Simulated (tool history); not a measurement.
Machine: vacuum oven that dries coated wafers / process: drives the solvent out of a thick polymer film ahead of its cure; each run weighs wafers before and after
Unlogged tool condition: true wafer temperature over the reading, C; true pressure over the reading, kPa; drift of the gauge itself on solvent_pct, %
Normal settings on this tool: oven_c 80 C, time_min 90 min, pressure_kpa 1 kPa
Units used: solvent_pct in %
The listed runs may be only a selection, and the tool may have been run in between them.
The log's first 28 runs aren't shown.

run    hour  oven_c  time_min  pressure_kpa  hours of work since the thermocouples were calibrated  hours of work since the vacuum gauge was cleaned of residue  solvent_pct
     1228.4  -- oven's thermocouples calibrated, once more
 29  1264.6      66        90          0.63                                                     27                                                         1061          3.9
 30  1293.8      73        90          0.63                                                     48                                                         1082         2.35
 31  1347.3      93       124          0.91                                                     88                                                         1122         0.54
     1373.2  -- vacuum gauge cleaned of residue and calibrated
 32  1395.8      90       124          0.62                                                    123                                                           17         0.29
 33  1450.8      90       124          0.62                                                    164                                                           58         0.27
 34  1497.3      81        90             1                                                    198                                                           92         1.13
 35  1532.4      95        90          2.11                                                    224                                                          118         0.76
 36  1575.6      95       148          2.11                                                    256                                                          150          0.8
 37  1618.6      94       110          3.66                                                    288                                                          182         1.37
 38  1669.9      94        69          1.88                                                    326                                                          220          0.9
 39  1718.4      94        69          1.88                                                    362                                                          256         0.87
 40  1755.2      94        69          1.88                                                    390                                                          283          0.9
 41  1792.4      94        69          1.88                                                    417                                                          311         0.89
 42  1826.9      77        82          3.44                                                    443                                                          337         3.45
 43  1853.2      77        82          3.44                                                    462                                                          356         3.49
 44  1908.4      65        82          3.44                                                    503                                                          397         6.65
 45  1945.9      66        88          3.44                                                    531                                                          425         6.08
 46  1973.7      93        90           3.4                                                    552                                                          446         1.41
 47  2028.7      93        90           3.4                                                    593                                                          486         1.38
 48  2083.9      82        90          1.15                                                    634                                                          527         1.19

3 ways to go on from here, each from the tool as it stands after run 48. What would each give?
  A  2127.4      66        49          3.94                                                    666                                                          559            ?
  B  2127.4      82        49          1.43                                                    666                                                          559            ?
  C  2127.4      85       121          3.71                                                    666                                                          559            ?

run  solvent_pct
  A         8.57
  B         2.88
  C         2.07
With the hidden condition removed and each run's random variation left untouched, the same runs would have given:
run  solvent_pct
  A         8.63
  B         2.92
  C         2.01
